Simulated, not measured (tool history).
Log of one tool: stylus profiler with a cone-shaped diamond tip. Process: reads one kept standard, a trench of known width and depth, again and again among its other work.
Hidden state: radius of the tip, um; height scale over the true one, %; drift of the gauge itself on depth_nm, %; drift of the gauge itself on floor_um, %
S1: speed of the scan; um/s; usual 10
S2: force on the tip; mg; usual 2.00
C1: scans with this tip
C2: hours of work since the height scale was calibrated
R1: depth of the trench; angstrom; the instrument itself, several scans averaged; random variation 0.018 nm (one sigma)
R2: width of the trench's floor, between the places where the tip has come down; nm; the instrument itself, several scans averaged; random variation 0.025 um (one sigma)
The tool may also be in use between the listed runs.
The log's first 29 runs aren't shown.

run,hour,S1,S2,C1,C2,R1,R2
30,615.7,15,2.39,4137,166,1007.4,98510
31,636.1,33,2.39,4218,178,1007.6,98400
32,659.9,14,4.22,4314,192,1010.9,98500
33,675.8,16,2.93,4377,201,1008.7,98470
34,701.8,2,2.12,4481,216,1006.7,98550
35,727.4,2,2.12,4583,231,1007.2,98480
36,749.6,2,2.12,4672,244,1007.1,98490
37,778.3,34,3.25,4787,261,1009.6,98460
38,807.0,11,4.58,4901,278,1011.6,98500
39,825.1,35,0.94,4974,288,1004.8,98350
40,849.9,35,0.94,5073,303,1004.6,98400
41,871.5,35,0.94,5159,316,1004.9,98350

4 ways to go on from here, each from the tool as it stands after run 41. What would each give?
A,885.5,3,0.77,5215,324,?,?
B,885.5,6,2.08,5215,324,?,?
C,885.5,15,0.94,5215,324,?,?
D,885.5,25,1.45,5215,324,?,?

run,R1,R2
A,1004.2,98480
B,1007.2,98430
C,1004.4,98460
D,1006.3,98430
Without the tool's hidden state the same runs would have given:
run,R1,R2
A,1003.2,98590
B,1006.2,98540
C,1003.3,98570
D,1005.3,98540
